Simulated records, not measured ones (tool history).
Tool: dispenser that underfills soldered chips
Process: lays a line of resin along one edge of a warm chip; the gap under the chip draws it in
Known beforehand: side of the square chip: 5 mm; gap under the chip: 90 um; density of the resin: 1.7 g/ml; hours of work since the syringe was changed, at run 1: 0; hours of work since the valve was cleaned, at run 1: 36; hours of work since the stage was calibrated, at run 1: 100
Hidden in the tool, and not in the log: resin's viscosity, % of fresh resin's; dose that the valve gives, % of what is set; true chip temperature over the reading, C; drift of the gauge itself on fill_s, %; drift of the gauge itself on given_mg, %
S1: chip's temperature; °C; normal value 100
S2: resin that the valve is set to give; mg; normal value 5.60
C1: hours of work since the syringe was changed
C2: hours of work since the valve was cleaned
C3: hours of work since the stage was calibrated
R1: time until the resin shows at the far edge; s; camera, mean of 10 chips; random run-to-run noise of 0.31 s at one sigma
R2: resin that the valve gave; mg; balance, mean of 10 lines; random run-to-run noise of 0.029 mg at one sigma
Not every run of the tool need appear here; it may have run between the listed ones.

Run 1, hour 0.0: usual settings; C1 0; C2 36; C3 100. Result: R1 8.8 s, R2 5.48 mg.
Run 2, hour 6.7: usual settings; C1 5; C2 41; C3 105. Result: R1 10.7 s, R2 5.45 mg.
At hour 11.4: new syringe of resin.
Run 3, hour 11.8: usual settings; C1 0; C2 44; C3 108. Result: R1 9.0 s, R2 5.50 mg.
Run 4, hour 17.5: usual settings; C1 5; C2 49; C3 112. Result: R1 10.9 s, R2 5.42 mg.
At hour 23.1: new syringe of resin.
Run 5, hour 24.3: usual settings; C1 1; C2 53; C3 117. Result: R1 9.1 s, R2 5.35 mg.
At hour 28.7: dispensing valve cleaned and set on the balance.
Run 6, hour 33.1: usual settings but S1 95 °C; C1 7; C2 3; C3 123. Result: R1 13.3 s, R2 5.56 mg.
At hour 35.6: new syringe of resin.
Run 7, hour 37.6: usual settings; C1 1; C2 6; C3 126. Result: R1 9.4 s, R2 5.56 mg.
Run 8, hour 45.1: usual settings; C1 7; C2 12; C3 132. Result: R1 12.4 s, R2 5.49 mg.
At hour 47.6: new syringe of resin.
Run 9, hour 54.4: usual settings; C1 5; C2 19; C3 139. Result: R1 11.2 s, R2 5.51 mg.
At hour 59.1: new syringe of resin.
Run 10, hour 60.2: usual settings; C1 1; C2 23; C3 143. Result: R1 9.0 s, R2 5.54 mg.
Run 11, hour 64.3: usual settings; C1 4; C2 26; C3 146. Result: R1 10.2 s, R2 5.49 mg.
At hour 70.6: new syringe of resin.
Run 12, hour 70.6: usual settings; C1 0; C2 30; C3 150. Result: R1 8.4 s, R2 5.44 mg.
Run 13, hour 77.4: usual settings but S2 6.94 mg; C1 5; C2 35; C3 155. Result: R1 10.8 s, R2 6.76 mg.
At hour 82.5: new syringe of resin.
Run 14, hour 84.2: usual settings but S2 6.94 mg; C1 1; C2 40; C3 160. Result: R1 8.8 s, R2 6.75 mg.
Run 15, hour 91.3: usual settings but S2 6.94 mg; C1 7; C2 46; C3 165. Result: R1 11.9 s, R2 6.67 mg.
At hour 94.6: new syringe of resin.
Run 16, hour 97.7: usual settings; C1 2; C2 50; C3 170. Result: R1 10.4 s, R2 5.35 mg.
Run 17, hour 103.8: usual settings; C1 7; C2 55; C3 175. Result: R1 12.1 s, R2 5.35 mg.
At hour 106.6: dispensing valve cleaned and set on the balance.
At hour 107.7: new syringe of resin.
Run 18, hour 113.6: usual settings; C1 4; C2 5; C3 181. Result: R1 10.8 s, R2 5.56 mg.
At hour 119.5: new syringe of resin.
Run 19, hour 122.2: usual settings but S1 112 °C; C1 2; C2 11; C3 187. Result: R1 6.4 s, R2 5.55 mg.
Run 20, hour 128.7: usual settings but S1 101 °C, S2 6.88 mg; C1 7; C2 16; C3 192. Result: R1 11.4 s, R2 6.76 mg.
At hour 131.4: new syringe of resin.
Run 21, hour 133.3: usual settings but S1 101 °C, S2 6.88 mg; C1 1; C2 19; C3 195. Result: R1 9.2 s, R2 6.76 mg.
Run 22, hour 139.2: usual settings but S2 5.32 mg; C1 6; C2 24; C3 199. Result: R1 11.7 s, R2 5.22 mg.
At hour 143.4: new syringe of resin.
Run 23, hour 146.3: usual settings but S1 114 °C; C1 2; C2 29; C3 205. Result: R1 6.4 s, R2 5.46 mg.
Run 24, hour 151.0: usual settings but S1 114 °C, S2 6.75 mg; C1 6; C2 32; C3 208. Result: R1 6.6 s, R2 6.60 mg.
At hour 155.5: new syringe of resin.
Run 25, hour 159.7: usual settings but S1 97 °C; C1 3; C2 39; C3 214. Result: R1 10.5 s, R2 5.45 mg.
At hour 167.1: new syringe of resin.
Run 26, hour 168.1: usual settings but S1 111 °C, S2 6.80 mg; C1 1; C2 45; C3 220. Result: R1 5.9 s, R2 6.58 mg.
Run 27, hour 177.3: usual settings but S1 111 °C, S2 6.00 mg; C1 8; C2 51; C3 227. Result: R1 9.0 s, R2 5.73 mg.
At hour 179.2: new syringe of resin.
At hour 184.8: dispensing valve cleaned and set on the balance.
Run 28, hour 188.0: usual settings but S1 111 °C, S2 6.00 mg; C1 6; C2 2; C3 234. Result: R1 7.6 s, R2 5.98 mg.
At hour 192.0: new syringe of resin.
Run 29, hour 197.7: usual settings but S1 91 °C, S2 5.00 mg; C1 4; C2 9; C3 241. Result: R1 14.5 s, R2 4.99 mg.
At hour 203.5: new syringe of resin.
Run 30, hour 206.6: usual settings but S1 102 °C, S2 5.08 mg; C1 2; C2 16; C3 248. Result: R1 10.2 s, R2 5.01 mg.
Run 31, hour 212.3: usual settings but S1 102 °C, S2 5.08 mg; C1 7; C2 20; C3 252. Result: R1 11.3 s, R2 5.01 mg.
At hour 215.4: new syringe of resin.
Run 32, hour 222.0: usual settings but S1 102 °C, S2 4.88 mg; C1 5; C2 27; C3 259. Result: R1 11.0 s, R2 4.84 mg.
Run 33, hour 226.3: usual settings but S1 102 °C, S2 4.88 mg; C1 8; C2 30; C3 262. Result: R1 12.5 s, R2 4.71 mg.
At hour 227.0: new syringe of resin.
Run 34, hour 231.0: usual settings but S1 102 °C, S2 4.88 mg; C1 3; C2 34; C3 266. Result: R1 9.5 s, R2 4.75 mg.
Run 35, hour 237.7: usual settings but S1 101 °C, S2 6.02 mg; C1 8; C2 39; C3 271. Result: R1 12.1 s, R2 5.81 mg.
At hour 238.8: new syringe of resin.
Run 36, hour 242.9: usual settings but S1 89 °C, S2 5.51 mg; C1 3; C2 42; C3 274. Result: R1 14.3 s, R2 5.35 mg.

Predict each of these 3 candidate next runs independently; none follows another, all start after run 36:
At hour 251.0: new syringe of resin.
Run A, hour 251.6: usual settings but S1 99 °C, S2 5.74 mg; C1 0; C2 49; C3 280. Result: R1 ?, R2 ?.
At hour 251.0: new syringe of resin.
Run B, hour 251.6: usual settings but S1 107 °C, S2 5.49 mg; C1 0; C2 49; C3 280. Result: R1 ?, R2 ?.
At hour 251.0: new syringe of resin.
Run C, hour 251.6: usual settings but S2 5.65 mg; C1 0; C2 49; C3 280. Result: R1 ?, R2 ?.

run   R1    R2
  A  9.2  5.51
  B  6.9  5.29
  C  8.7  5.41
With no hidden state in the tool, these same runs would have given:
run   R1    R2
  A  9.2  5.73
  B  6.9  5.50
  C  8.7  5.62

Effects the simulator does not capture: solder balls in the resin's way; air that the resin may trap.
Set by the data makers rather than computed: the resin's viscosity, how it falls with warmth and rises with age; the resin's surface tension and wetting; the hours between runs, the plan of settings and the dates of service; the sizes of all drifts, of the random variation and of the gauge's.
